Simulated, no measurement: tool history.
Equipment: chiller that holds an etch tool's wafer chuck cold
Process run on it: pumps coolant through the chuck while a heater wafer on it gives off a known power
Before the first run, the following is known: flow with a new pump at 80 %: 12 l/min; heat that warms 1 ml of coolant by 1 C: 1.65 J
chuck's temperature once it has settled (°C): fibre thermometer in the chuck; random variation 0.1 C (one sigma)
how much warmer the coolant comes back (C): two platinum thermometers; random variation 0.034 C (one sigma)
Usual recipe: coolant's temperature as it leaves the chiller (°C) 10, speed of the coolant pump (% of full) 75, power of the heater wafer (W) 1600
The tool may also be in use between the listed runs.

run,hour,coolant's temperature as it leaves the chiller (°C),speed of the coolant pump (% of full),power of the heater wafer (W),chuck's temperature once it has settled (°C),how much warmer the coolant comes back (C)
1,0.0,10,75,1600,23.6,5.42
2,48.9,10,90,1600,21.6,4.47
3,105.1,10,90,1600,21.5,4.48
4,136.5,10,90,1600,21.4,4.53
5,192.2,10,90,1600,21.6,4.51
6,262.5,10,75,1600,23.5,5.36
7,316.8,10,75,1600,23.4,5.43
8,381.4,10,75,1600,23.6,5.40
9,442.1,10,75,1600,23.7,5.46
10,475.7,10,75,1600,23.6,5.41
11,529.5,10,75,1600,23.4,5.39
12,560.8,10,84,1600,22.2,4.81
13,604.3,10,84,1600,22.4,4.83
14,640.0,10,84,1600,22.4,4.85
15,679.1,10,84,1600,22.4,4.90
16,728.5,10,75,1600,23.8,5.43
17,777.2,10,95,1600,21.2,4.34
18,825.3,19,93,1902,32.8,5.25
19,868.6,4,96,1600,14.9,4.30
20,923.4,8,89,1078,15.7,3.18
21,984.3,11,86,1550,23.5,4.63
22,1039.1,0,75,1839,16.6,6.30
23,1111.1,14,74,1770,30.1,6.12
24,1161.4,4,64,2046,25.0,8.22
25,1201.7,4,64,2046,25.2,8.24
26,1232.0,13,73,1316,25.0,4.63
27,1269.2,13,73,1316,25.2,4.60
28,1343.9,13,73,1316,25.2,4.66
29,1408.1,13,88,2100,29.7,6.17
30,1448.3,11,78,2012,28.9,6.65
31,1506.3,11,78,2012,28.8,6.69
32,1543.2,11,78,2012,28.8,6.69
33,1598.7,11,78,2012,28.7,6.66

Taken out of this log: 1 entry between the listed runs. Where each belongs, and how the hidden state differs across it:
Run 20 -> run 21: chiller's thermometer calibrated (hour 963.7)
  heat passed by the chuck's channels, % of clean ones': 87.8 -> 87.7; flow at a given pump speed, % of a new pump's: 94.3 -> 94.1; coolant's true temperature over the reading, C: -0.6 -> -0.05
  what was measured, less what the result would be without the hidden state, chuck's temperature once it has settled (°C): +0.5 -> +1.7; how much warmer the coolant comes back (C): +0.18 -> +0.27

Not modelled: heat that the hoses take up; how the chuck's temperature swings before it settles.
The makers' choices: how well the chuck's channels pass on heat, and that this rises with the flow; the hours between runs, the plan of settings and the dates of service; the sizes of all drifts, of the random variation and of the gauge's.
